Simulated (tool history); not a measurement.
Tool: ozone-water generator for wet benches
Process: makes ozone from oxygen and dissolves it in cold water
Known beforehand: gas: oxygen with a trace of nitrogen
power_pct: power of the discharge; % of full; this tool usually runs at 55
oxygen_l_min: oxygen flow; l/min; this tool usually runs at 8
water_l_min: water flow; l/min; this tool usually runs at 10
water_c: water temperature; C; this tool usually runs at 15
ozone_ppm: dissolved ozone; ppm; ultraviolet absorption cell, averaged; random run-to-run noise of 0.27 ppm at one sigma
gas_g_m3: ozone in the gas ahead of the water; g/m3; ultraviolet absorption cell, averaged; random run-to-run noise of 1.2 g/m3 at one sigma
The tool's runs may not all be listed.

run 1 hour=0 | power_pct=55 oxygen_l_min=8 water_l_min=10 water_c=15 | ozone_ppm=40.8 gas_g_m3=206.7
run 2 hour=59.4 | power_pct=55 oxygen_l_min=8 water_l_min=10 water_c=15 | ozone_ppm=40.2 gas_g_m3=205.7
run 3 hour=139.4 | power_pct=55 oxygen_l_min=8 water_l_min=10 water_c=15 | ozone_ppm=40.6 gas_g_m3=206.4
run 4 hour=244.9 | power_pct=55 oxygen_l_min=8 water_l_min=10 water_c=17 | ozone_ppm=38.2 gas_g_m3=204.5
run 5 hour=316.7 | power_pct=55 oxygen_l_min=5.15 water_l_min=10 water_c=15 | ozone_ppm=44.6 gas_g_m3=263
run 6 hour=379.4 | power_pct=55 oxygen_l_min=5.15 water_l_min=10 water_c=15 | ozone_ppm=44.1 gas_g_m3=262.9
run 7 hour=474.9 | power_pct=55 oxygen_l_min=5.15 water_l_min=10 water_c=15 | ozone_ppm=43.8 gas_g_m3=260
run 8 hour=572.8 | power_pct=55 oxygen_l_min=5.15 water_l_min=10 water_c=15 | ozone_ppm=43.5 gas_g_m3=260.5
run 9 hour=655.4 | power_pct=55 oxygen_l_min=8 water_l_min=10 water_c=15 | ozone_ppm=39.7 gas_g_m3=205.3
run 10 hour=724.3 | power_pct=55 oxygen_l_min=8 water_l_min=10 water_c=15 | ozone_ppm=40.3 gas_g_m3=203.6
run 11 hour=794.5 | power_pct=55 oxygen_l_min=8 water_l_min=10 water_c=15 | ozone_ppm=40.3 gas_g_m3=203.7
run 12 hour=863.3 | power_pct=55 oxygen_l_min=8 water_l_min=10 water_c=15 | ozone_ppm=39.5 gas_g_m3=202
run 13 hour=919 | power_pct=55 oxygen_l_min=13.24 water_l_min=10 water_c=15 | ozone_ppm=34 gas_g_m3=154.7
run 14 hour=1010.8 | power_pct=55 oxygen_l_min=13.24 water_l_min=10 water_c=15 | ozone_ppm=34.5 gas_g_m3=152.8
run 15 hour=1101.4 | power_pct=55 oxygen_l_min=8 water_l_min=10 water_c=15 | ozone_ppm=39.6 gas_g_m3=201.4
run 16 hour=1166.8 | power_pct=55 oxygen_l_min=8 water_l_min=10 water_c=15 | ozone_ppm=39.5 gas_g_m3=203
run 17 hour=1217.8 | power_pct=55 oxygen_l_min=8 water_l_min=10 water_c=15 | ozone_ppm=39.6 gas_g_m3=204
run 18 hour=1313.1 | power_pct=55 oxygen_l_min=8 water_l_min=10 water_c=15 | ozone_ppm=39.3 gas_g_m3=201.2
run 19 hour=1394.5 | power_pct=55 oxygen_l_min=8 water_l_min=10 water_c=15 | ozone_ppm=38.9 gas_g_m3=202.5
run 20 hour=1446.9 | power_pct=55 oxygen_l_min=8 water_l_min=10 water_c=15 | ozone_ppm=39.3 gas_g_m3=201.1

Expected results for the next run?
run 21 hour=1516.4 | power_pct=55 oxygen_l_min=5.49 water_l_min=12 water_c=10 | ozone_ppm=? gas_g_m3=?

ozone_ppm: 40.7 ppm
gas_g_m3: 247.8 g/m3
With no hidden state in the tool, this same run would have given ozone_ppm 43.3 ppm, gas_g_m3 257.4 g/m3.

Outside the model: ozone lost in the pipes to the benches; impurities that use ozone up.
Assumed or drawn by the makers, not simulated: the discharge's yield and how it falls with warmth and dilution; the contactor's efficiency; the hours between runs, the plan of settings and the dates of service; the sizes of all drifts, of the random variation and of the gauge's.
